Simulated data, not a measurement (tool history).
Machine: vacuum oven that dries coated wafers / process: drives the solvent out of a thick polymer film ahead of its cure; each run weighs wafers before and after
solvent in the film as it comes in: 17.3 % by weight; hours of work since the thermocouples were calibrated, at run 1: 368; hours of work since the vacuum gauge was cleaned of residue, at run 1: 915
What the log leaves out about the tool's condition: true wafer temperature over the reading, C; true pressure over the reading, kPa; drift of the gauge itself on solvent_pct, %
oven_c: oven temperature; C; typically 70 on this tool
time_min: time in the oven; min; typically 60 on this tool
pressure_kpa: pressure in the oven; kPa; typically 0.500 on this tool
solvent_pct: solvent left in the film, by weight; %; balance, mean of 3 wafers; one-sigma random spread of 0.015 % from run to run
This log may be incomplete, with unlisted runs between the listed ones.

run,hour,oven_c,time_min,pressure_kpa,hours of work since the thermocouples were calibrated,hours of work since the vacuum gauge was cleaned of residue,solvent_pct
1,0.0,70,60,0.500,368,915,0.93
2,37.9,81,60,0.500,396,943,0.16
3,59.8,56,60,0.500,412,959,4.87
4,105.9,83,60,0.500,445,993,0.08
5,130.5,83,60,0.500,463,1011,0.13
6,161.4,70,60,0.500,486,1033,0.90
7,192.2,64,60,0.500,508,1056,2.12
8,224.8,64,60,0.500,532,1079,2.11
9,256.2,64,60,0.500,555,1102,2.11
10,283.0,64,60,0.500,575,1122,2.08
11,328.6,75,60,0.500,608,1155,0.34
12,348.9,70,60,0.500,623,1170,0.82
13,370.0,70,60,0.500,638,1185,0.80
14,394.8,70,60,0.500,656,1203,0.82
15,436.8,71,60,0.500,687,1234,0.70
16,472.9,71,74,0.500,713,1260,0.40
17,502.9,71,74,0.500,735,1282,0.38
18,543.1,71,74,0.500,764,1312,0.40
19,567.5,71,41,0.500,782,1329,1.60
# hour 590.4: vacuum gauge cleaned of residue and calibrated
20,612.6,80,60,0.500,814,16,0.12
21,661.5,70,31,0.500,850,52,2.88
22,709.4,58,60,0.500,885,87,3.71
23,732.1,58,60,0.500,901,103,3.66
# hour 748.6: oven's thermocouples calibrated
24,756.9,58,62,0.789,6,120,4.22
25,792.8,58,62,0.789,32,146,4.25
26,839.5,58,62,0.789,66,180,4.17
27,872.6,58,62,0.789,90,204,4.17
28,917.5,58,62,0.789,123,237,4.17
29,952.9,70,60,0.394,149,263,0.89
30,1000.4,63,38,0.335,184,298,4.60
31,1041.8,63,38,0.335,214,328,4.55
32,1070.0,63,38,0.453,234,348,4.56
33,1107.3,65,68,0.500,262,376,1.48
34,1146.3,63,40,0.500,290,404,4.30
35,1195.5,70,40,1.553,326,440,2.33
36,1239.8,80,49,0.980,358,472,0.29
37,1270.9,80,54,0.980,381,495,0.26
38,1297.7,59,108,0.376,400,514,1.29
39,1337.8,57,108,0.376,430,544,1.76
40,1370.0,65,34,0.294,453,567,4.28
41,1416.5,65,40,1.167,487,601,3.66
42,1462.5,66,60,0.897,521,635,1.67
43,1486.0,81,32,0.271,538,652,0.55
44,1510.6,70,46,0.622,556,670,1.52
45,1531.3,70,46,0.622,571,685,1.51
46,1573.1,70,46,0.622,601,715,1.52

What if the next run were any one of these 3? Each begins from the tool's condition after run 46:
A,1621.4,70,45,1.059,637,751,?
B,1621.4,59,37,0.622,637,751,?
C,1621.4,63,45,0.500,637,751,?

run,solvent_pct
A,1.63
B,5.94
C,3.49
Without the tool's hidden state the same runs would have given:
run,solvent_pct
A,1.94
B,6.44
C,3.94
